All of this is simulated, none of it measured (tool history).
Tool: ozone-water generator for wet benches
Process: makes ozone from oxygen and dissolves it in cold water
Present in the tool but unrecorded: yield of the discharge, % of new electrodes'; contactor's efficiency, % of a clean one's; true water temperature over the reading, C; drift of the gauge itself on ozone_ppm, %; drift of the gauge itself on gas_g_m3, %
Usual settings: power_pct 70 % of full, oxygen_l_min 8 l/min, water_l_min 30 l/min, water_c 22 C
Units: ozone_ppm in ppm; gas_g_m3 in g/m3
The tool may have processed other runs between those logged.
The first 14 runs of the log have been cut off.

run   hour  power_pct  oxygen_l_min  water_l_min  water_c  hours of work since the electrodes were changed  hours of work since the contactor was cleaned  hours of work since the thermometer was calibrated  ozone_ppm  gas_g_m3
 15  351.5         70            11           30       22                                              313                                           4089                                                1813       16.2     164.2
 16  368.4         70            11           30       20                                              324                                           4101                                                1824       16.8     165.3
 17  397.4         70            11           30       20                                              345                                           4121                                                1845       16.6     165.3
 18  415.8         96         10.92           29       29                                              358                                           4134                                                1858       18.9       220
 19  434.2         81         10.92           29       29                                              371                                           4147                                                1871       16.6       190
 20  453.4         81          6.35           29       18                                              384                                           4160                                                1884       18.1     223.8
 21  471.1         81          6.35           29       18                                              397                                           4173                                                1897       18.1     225.1
 22  488.2         73             8           38       16                                              409                                           4185                                                1909       13.8     189.6
 23  502.5         70             8           27       20                                              419                                           4195                                                1919       17.8     185.4
     508.7  -- contactor cleaned
 24  538.1         88          4.01           29       22                                              441                                             21                                                1941       15.3     279.4
 25  570.8         58          8.19           30       22                                              464                                             44                                                1964       12.2     154.5
 26  595.1         58          8.19           30       22                                              481                                             61                                                1981       12.5     153.8

Run 27 is up next; what results do you expect?
 27  612.6         95          13.4           37       21                                              493                                             73                                                1993          ?         ?

Run 27 yielded ozone_ppm 17.2 ppm, gas_g_m3 201.2 g/m3.
Without the tool's hidden state the same run would have given ozone_ppm 20.1 ppm, gas_g_m3 205.4 g/m3.
